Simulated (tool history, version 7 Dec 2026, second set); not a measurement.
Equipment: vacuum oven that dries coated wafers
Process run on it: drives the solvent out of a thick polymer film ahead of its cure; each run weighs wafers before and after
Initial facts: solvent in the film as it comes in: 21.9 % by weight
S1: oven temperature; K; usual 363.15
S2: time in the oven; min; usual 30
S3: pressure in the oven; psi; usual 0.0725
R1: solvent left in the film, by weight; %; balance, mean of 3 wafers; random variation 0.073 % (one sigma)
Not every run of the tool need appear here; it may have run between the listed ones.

run 1 hour=0.0 | S1=363.15 S2=30 S3=0.0725 | R1=5.56
run 2 hour=9.2 | S1=363.15 S2=30 S3=0.0725 | R1=5.66
run 3 hour=19.0 | S1=363.15 S2=30 S3=0.0725 | R1=5.45
run 4 hour=32.0 | S1=363.15 S2=38 S3=0.0725 | R1=4.15
run 5 hour=43.6 | S1=365.15 S2=30 S3=0.0725 | R1=4.65
run 6 hour=49.5 | S1=365.15 S2=30 S3=0.0725 | R1=4.75
run 7 hour=61.7 | S1=365.15 S2=30 S3=0.0725 | R1=4.78
run 8 hour=73.4 | S1=365.15 S2=30 S3=0.0725 | R1=4.81
run 9 hour=79.4 | S1=365.15 S2=30 S3=0.0725 | R1=4.73
run 10 hour=85.9 | S1=378.15 S2=30 S3=0.0725 | R1=1.01
run 11 hour=96.8 | S1=363.15 S2=20 S3=0.0725 | R1=8.18
run 12 hour=103.7 | S1=374.15 S2=30 S3=0.0725 | R1=1.74
run 13 hour=116.2 | S1=374.15 S2=30 S3=0.0725 | R1=1.68
run 14 hour=129.5 | S1=374.15 S2=30 S3=0.0725 | R1=1.72
run 15 hour=141.0 | S1=374.15 S2=30 S3=0.1031 | R1=1.80
run 16 hour=151.8 | S1=374.15 S2=30 S3=0.1031 | R1=1.91
run 17 hour=165.1 | S1=351.15 S2=17 S3=0.1503 | R1=13.74
run 18 hour=171.9 | S1=351.15 S2=17 S3=0.1503 | R1=13.70
run 19 hour=181.7 | S1=351.15 S2=17 S3=0.1503 | R1=14.02
run 20 hour=193.1 | S1=368.15 S2=23 S3=0.1503 | R1=5.35
run 21 hour=202.8 | S1=365.15 S2=21 S3=0.1503 | R1=7.34
run 22 hour=212.6 | S1=365.15 S2=21 S3=0.1503 | R1=7.35
run 23 hour=225.3 | S1=378.15 S2=21 S3=0.2763 | R1=2.65
run 24 hour=236.4 | S1=363.15 S2=52 S3=0.0725 | R1=2.64
run 25 hour=246.7 | S1=363.15 S2=52 S3=0.0725 | R1=2.67
run 26 hour=255.8 | S1=363.15 S2=37 S3=0.0725 | R1=4.43
run 27 hour=262.0 | S1=362.15 S2=30 S3=0.0487 | R1=6.26
run 28 hour=273.1 | S1=362.15 S2=30 S3=0.0487 | R1=6.23
run 29 hour=282.1 | S1=365.15 S2=19 S3=0.0666 | R1=7.86
run 30 hour=294.3 | S1=354.15 S2=24 S3=0.1195 | R1=11.23
run 31 hour=305.4 | S1=365.15 S2=42 S3=0.0725 | R1=2.94

5 ways to go on from here, each from the tool as it stands after run 31. What would each give?
run A hour=315.7 | S1=365.15 S2=28 S3=0.0876 | R1=?
run B hour=315.7 | S1=357.15 S2=30 S3=0.0725 | R1=?
run C hour=315.7 | S1=359.15 S2=30 S3=0.2251 | R1=?
run D hour=315.7 | S1=363.15 S2=30 S3=0.0444 | R1=?
run E hour=315.7 | S1=365.15 S2=34 S3=0.0725 | R1=?

run=A R1=5.36
run=B R1=8.40
run=C R1=8.07
run=D R1=5.78
run=E R1=4.18
Had the tool no hidden state, the same runs would have come out as:
run=A R1=4.87
run=B R1=7.87
run=C R1=7.53
run=D R1=5.27
run=E R1=3.72
